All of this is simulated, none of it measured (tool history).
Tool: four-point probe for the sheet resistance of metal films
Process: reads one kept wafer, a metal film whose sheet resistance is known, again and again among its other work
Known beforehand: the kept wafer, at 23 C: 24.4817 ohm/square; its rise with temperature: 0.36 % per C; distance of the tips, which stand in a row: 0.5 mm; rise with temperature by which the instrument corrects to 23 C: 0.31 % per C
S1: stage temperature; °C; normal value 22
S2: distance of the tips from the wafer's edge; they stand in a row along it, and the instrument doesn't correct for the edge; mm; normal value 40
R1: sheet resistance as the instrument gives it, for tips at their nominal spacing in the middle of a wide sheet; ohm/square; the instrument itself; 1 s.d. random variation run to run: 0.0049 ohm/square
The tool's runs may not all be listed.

run 1 hour=0.0 | S1=22 S2=40 | R1=24.474382
run 2 hour=40.4 | S1=22 S2=40 | R1=24.473548
run 3 hour=96.9 | S1=22 S2=40 | R1=24.474597
run 4 hour=146.6 | S1=22 S2=5 | R1=24.615780
run 5 hour=207.0 | S1=22 S2=5 | R1=24.598514
run 6 hour=236.4 | S1=22 S2=5 | R1=24.601762
run 7 hour=272.1 | S1=22 S2=5 | R1=24.603819
run 8 hour=313.4 | S1=23 S2=9 | R1=24.519962
run 9 hour=348.9 | S1=23 S2=9 | R1=24.519155
run 10 hour=392.4 | S1=23 S2=9 | R1=24.516534
-- hour=404.5 stage's thermometer calibrated
-- hour=414.9 new probe head fitted
run 11 hour=442.1 | S1=22 S2=58 | R1=24.476918
run 12 hour=492.8 | S1=25 S2=6 | R1=24.591578
run 13 hour=539.6 | S1=25 S2=6 | R1=24.597319
run 14 hour=584.8 | S1=25 S2=52 | R1=24.512407

Forecast each of these 4 alternatives for the next run:
run A hour=637.5 | S1=29 S2=52 | R1=?
run B hour=637.5 | S1=18 S2=8 | R1=?
run C hour=637.5 | S1=25 S2=12 | R1=?
run D hour=637.5 | S1=28 S2=3 | R1=?

run=A R1=24.545639
run=B R1=24.488013
run=C R1=24.526121
run=D R1=24.896603
Had the tool no hidden state, the same runs would have come out as:
run=A R1=24.544783
run=B R1=24.487157
run=C R1=24.525266
run=D R1=24.895736
